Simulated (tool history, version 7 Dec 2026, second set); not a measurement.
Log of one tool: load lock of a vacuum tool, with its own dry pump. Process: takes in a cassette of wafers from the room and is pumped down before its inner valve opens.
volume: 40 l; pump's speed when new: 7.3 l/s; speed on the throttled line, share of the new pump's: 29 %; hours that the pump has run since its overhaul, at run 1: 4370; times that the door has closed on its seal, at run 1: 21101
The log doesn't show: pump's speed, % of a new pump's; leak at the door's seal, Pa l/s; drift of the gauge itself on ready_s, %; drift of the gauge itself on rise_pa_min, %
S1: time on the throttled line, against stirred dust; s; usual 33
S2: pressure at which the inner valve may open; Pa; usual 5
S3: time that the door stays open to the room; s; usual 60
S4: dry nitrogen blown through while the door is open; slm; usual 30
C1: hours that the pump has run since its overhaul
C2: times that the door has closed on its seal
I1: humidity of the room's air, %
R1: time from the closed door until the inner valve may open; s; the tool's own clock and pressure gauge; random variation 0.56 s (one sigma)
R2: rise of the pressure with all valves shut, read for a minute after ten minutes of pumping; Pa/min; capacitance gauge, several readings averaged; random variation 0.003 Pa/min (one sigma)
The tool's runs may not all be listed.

run,hour,S1,S2,S3,S4,C1,C2,I1,R1,R2
1,0,33,5,60,30,4370,21101,48.7,80.7,0.145
2,75,33,5,60,30,4445,21362,43.2,80.5,0.143
3,123.2,33,5,60,30,4493,21530,43.2,81.2,0.144
4,171.9,33,5,60,30,4542,21700,43.9,80,0.147
5,241.8,33,5,60,30,4611,21944,43.2,80.8,0.15
6,326.4,33,5,60,30,4696,22239,43.4,80.3,0.153
7,384.4,33,5,188,30,4754,22441,45.1,81,0.206
8,457.1,33,5,60,30,4827,22694,46.2,81,0.158
9,511.8,33,8,60,30,4881,22885,46.5,76.7,0.158
10,623.7,33,8,60,30,4993,23275,46.2,77.6,0.158
11,685.8,33,8,60,30,5055,23491,48.3,79.3,0.162
12,781,33,8,60,30,5151,23823,48,77.2,0.17
13,827.4,33,5,60,30,5197,23985,46.2,80.8,0.167
14,909.1,33,5,60,40,5279,24270,45.7,81.5,0.16
15,1019.3,33,5,60,40,5389,24654,46.3,80.7,0.164
16,1119.6,33,5,110,30,5489,25004,44.8,80.6,0.191
17,1192.2,33,5,110,30,5562,25257,42.3,80,0.188
18,1261.2,33,5,110,30,5631,25497,42.7,80.2,0.194
19,1343.9,33,5,57,30,5714,25786,46.8,80.7,0.187
20,1457.6,33,5,189,8,5827,26182,46.3,81.6,0.273
21,1520.5,33,10,128,13,5890,26401,44.8,77.2,0.239
22,1612.2,20,7,60,30,5982,26721,46.3,69,0.197
23,1669.9,33,5,94,42,6040,26922,45.2,81.6,0.198
24,1780.1,33,5,60,25,6150,27306,46,81.1,0.202
25,1870.4,33,4,60,27,6240,27621,43.9,83.5,0.205
26,1933.3,33,4,60,15,6303,27840,45,82.6,0.209
27,2047.9,42,4,60,15,6418,28240,45.9,88.1,0.219
28,2131.2,42,4,60,15,6501,28530,45.3,89.3,0.218
29,2194,42,4,60,15,6564,28749,48.2,87.8,0.224
30,2252.7,33,6,60,14,6622,28954,45,80.8,0.226
31,2301.4,33,6,60,14,6671,29123,42.8,79.9,0.213
32,2367.9,23,10,205,11,6738,29355,44.3,70.6,0.302
33,2473.9,22,10,205,19,6843,29725,47.6,67.9,0.306
34,2584.5,18,9,76,30,6954,30110,47.7,67,0.235
35,2679.5,33,6,39,30,7049,30442,46.3,81.4,0.21
36,2789.7,33,6,60,30,7159,30826,43.6,80.6,0.23

Forecast each of these 3 alternatives for the next run:
A,2862,33,10,60,30,7232,31078,46.7,?,?
B,2862,33,9,76,30,7232,31078,44.8,?,?
C,2862,42,7,30,30,7232,31078,42,?,?

run,R1,R2
A,76.6,0.234
B,77.2,0.234
C,84.9,0.215
Without the tool's hidden state the same runs would have given:
run,R1,R2
A,74.3,0.045
B,74.9,0.046
C,82.7,0.024
